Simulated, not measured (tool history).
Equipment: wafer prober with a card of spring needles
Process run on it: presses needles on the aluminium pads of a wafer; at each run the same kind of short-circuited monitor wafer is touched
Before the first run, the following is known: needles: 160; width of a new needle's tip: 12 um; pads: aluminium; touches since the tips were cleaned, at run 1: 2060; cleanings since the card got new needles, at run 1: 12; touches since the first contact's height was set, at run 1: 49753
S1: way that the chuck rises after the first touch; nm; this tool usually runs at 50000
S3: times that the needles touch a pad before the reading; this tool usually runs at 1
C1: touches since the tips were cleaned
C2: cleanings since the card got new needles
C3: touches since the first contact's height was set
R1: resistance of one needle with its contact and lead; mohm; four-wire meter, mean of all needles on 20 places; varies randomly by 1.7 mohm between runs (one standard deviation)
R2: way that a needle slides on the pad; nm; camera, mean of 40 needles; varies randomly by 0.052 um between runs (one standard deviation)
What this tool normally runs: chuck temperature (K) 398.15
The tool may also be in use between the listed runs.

Run 1, hour 0.0: usual settings; C1 2060; C2 12; C3 49753. Result: R1 216 mohm, R2 7350 nm.
At hour 4.2: tips cleaned on abrasive film.
At hour 13.9: tips cleaned on abrasive film.
Run 2, hour 19.3: usual settings but S3 3; C1 1840; C2 14; C3 56256. Result: R1 186 mohm, R2 7280 nm.
At hour 24.2: tips cleaned on abrasive film.
At hour 35.0: tips cleaned on abrasive film.
Run 3, hour 42.9: usual settings; C1 2672; C2 16; C3 64227. Result: R1 232 mohm, R2 7360 nm.
At hour 45.1: tips cleaned on abrasive film.
At hour 56.4: tips cleaned on abrasive film.
Run 4, hour 60.6: usual settings but chuck temperature (K) 379.15; C1 1447; C2 18; C3 70202. Result: R1 209 mohm, R2 7360 nm.
At hour 67.9: tips cleaned on abrasive film.
At hour 79.2: tips cleaned on abrasive film.
Run 5, hour 84.7: usual settings but chuck temperature (K) 379.15; C1 1876; C2 20; C3 78350. Result: R1 215 mohm, R2 7310 nm.
At hour 88.9: tips cleaned on abrasive film.
At hour 100.8: tips cleaned on abrasive film.
Run 6, hour 106.7: usual settings but chuck temperature (K) 379.15; C1 2007; C2 22; C3 85768. Result: R1 225 mohm, R2 7180 nm.
At hour 111.0: tips cleaned on abrasive film.
At hour 122.6: tips cleaned on abrasive film.
Run 7, hour 129.2: usual settings but S1 65000 nm; C1 2261; C2 24; C3 93368. Result: R1 203 mohm, R2 9490 nm.
At hour 133.7: tips cleaned on abrasive film.
At hour 145.4: tips cleaned on abrasive film.
Run 8, hour 149.3: usual settings but S1 65000 nm; C1 1337; C2 26; C3 100139. Result: R1 194 mohm, R2 9470 nm.
At hour 156.0: tips cleaned on abrasive film.
At hour 166.7: tips cleaned on abrasive film.
Run 9, hour 170.8: usual settings but S1 65000 nm; C1 1373; C2 28; C3 107391. Result: R1 194 mohm, R2 9520 nm.
At hour 177.4: tips cleaned on abrasive film.
At hour 188.2: tips cleaned on abrasive film.
Run 10, hour 189.4: usual settings but S1 65000 nm; C1 392; C2 30; C3 113663. Result: R1 178 mohm, R2 9350 nm.
At hour 192.1: height of the first contact set anew.
At hour 198.4: tips cleaned on abrasive film.
Run 11, hour 207.1: usual settings but S1 39000 nm, chuck temperature (K) 367.15, S3 2; C1 2947; C2 31; C3 5089. Result: R1 243 mohm, R2 5530 nm.
At hour 208.9: tips cleaned on abrasive film.
At hour 219.8: tips cleaned on abrasive film.
Run 12, hour 227.5: usual settings but S1 39000 nm, chuck temperature (K) 367.15, S3 2; C1 2620; C2 33; C3 11970. Result: R1 242 mohm, R2 5550 nm.
At hour 230.0: tips cleaned on abrasive film.
At hour 241.1: tips cleaned on abrasive film.
At hour 252.0: tips cleaned on abrasive film.
Run 13, hour 259.6: usual settings but S1 32000 nm, chuck temperature (K) 319.15, S3 2; C1 2565; C2 36; C3 22792. Result: R1 271 mohm, R2 4470 nm.
At hour 262.0: tips cleaned on abrasive film.
At hour 272.7: tips cleaned on abrasive film.
At hour 283.7: tips cleaned on abrasive film.
Run 14, hour 292.9: usual settings but S1 47000 nm, chuck temperature (K) 387.15, S3 2; C1 3156; C2 39; C3 34058. Result: R1 225 mohm, R2 6620 nm.

Forecast run 15:
At hour 295.4: tips cleaned on abrasive film.
At hour 306.7: height of the first contact set anew, once more.
At hour 306.8: tips cleaned on abrasive film.
At hour 317.7: tips cleaned on abrasive film.
Run 15, hour 321.2: usual settings but S1 47000 nm, chuck temperature (K) 387.15, S3 2; C1 1185; C2 42; C3 4878. Result: R1 ?, R2 ?.

R1: 198 mohm
R2: 7000 nm
Without the tool's hidden state the same run would have given R1 169 mohm, R2 7020 nm.
